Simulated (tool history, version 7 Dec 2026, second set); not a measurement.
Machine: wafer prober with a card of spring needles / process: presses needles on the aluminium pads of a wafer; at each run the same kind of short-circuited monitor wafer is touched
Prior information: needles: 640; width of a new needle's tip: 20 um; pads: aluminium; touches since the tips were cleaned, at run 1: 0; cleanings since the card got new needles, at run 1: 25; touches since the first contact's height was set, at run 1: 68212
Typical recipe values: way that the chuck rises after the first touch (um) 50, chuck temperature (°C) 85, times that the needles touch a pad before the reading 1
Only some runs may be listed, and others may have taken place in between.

run	hour	way that the chuck rises after the first touch (um)	chuck temperature (°C)	times that the needles touch a pad before the reading	touches since the tips were cleaned	cleanings since the card got new needles	touches since the first contact's height was set	resistance of one needle with its contact and lead (mohm)	way that a needle slides on the pad (um)
1	0.0	50	85	1	0	25	68212	146	7.13
2	11.3	50	85	1	2317	25	70529	143	7.13
# hour 12.6: tips cleaned on abrasive film
3	21.7	50	85	1	1856	26	72625	142	7.14
# hour 25.5: tips cleaned on abrasive film
# hour 38.0: tips cleaned on abrasive film
4	38.0	50	85	1	0	28	75904	143	7.08
# hour 50.2: tips cleaned on abrasive film
5	54.0	50	85	2	789	29	79163	143	7.07
# hour 62.5: tips cleaned on abrasive film
6	64.7	50	85	2	437	30	81316	144	7.16
7	73.2	50	85	1	2176	30	83055	145	7.14
# hour 74.5: tips cleaned on abrasive film
# hour 86.4: tips cleaned on abrasive film
8	93.8	50	90	1	1509	32	87222	145	7.13
# hour 98.6: tips cleaned on abrasive film
9	109.3	30	67	2	2189	33	90373	166	4.29
# hour 110.9: tips cleaned on abrasive film
# hour 123.1: tips cleaned on abrasive film
10	127.5	41	34	1	902	35	94049	142	5.80
# hour 135.3: tips cleaned on abrasive film
11	140.6	32	106	3	1078	36	96697	169	4.51
# hour 147.5: tips cleaned on abrasive film
# hour 159.3: tips cleaned on abrasive film
12	159.8	32	106	3	86	38	100571	170	4.52
# hour 172.1: tips cleaned on abrasive film
13	176.4	32	106	3	874	39	103956	170	4.50
# hour 184.1: tips cleaned on abrasive film
14	195.6	50	34	1	2345	40	107856	133	7.03
# hour 197.3: tips cleaned on abrasive film
15	204.2	50	44	2	1397	41	109581	136	7.03

Consider 3 possible next runs. They are alternatives, not a sequence: every one starts from the tool as it was left by run 15. What does each give?
# hour 209.0: tips cleaned on abrasive film
A	219.1	68	59	2	2058	42	112607	?	?
# hour 209.0: tips cleaned on abrasive film
B	219.1	50	40	2	2058	42	112607	?	?
# hour 209.0: tips cleaned on abrasive film
C	219.1	50	44	2	2058	42	112607	?	?

run	resistance of one needle with its contact and lead (mohm)	way that a needle slides on the pad (um)
A	127	9.57
B	137	7.06
C	134	6.97
Without the tool's unlogged condition, the same runs would have read:
run	resistance of one needle with its contact and lead (mohm)	way that a needle slides on the pad (um)
A	127	9.74
B	137	7.19
C	134	7.09
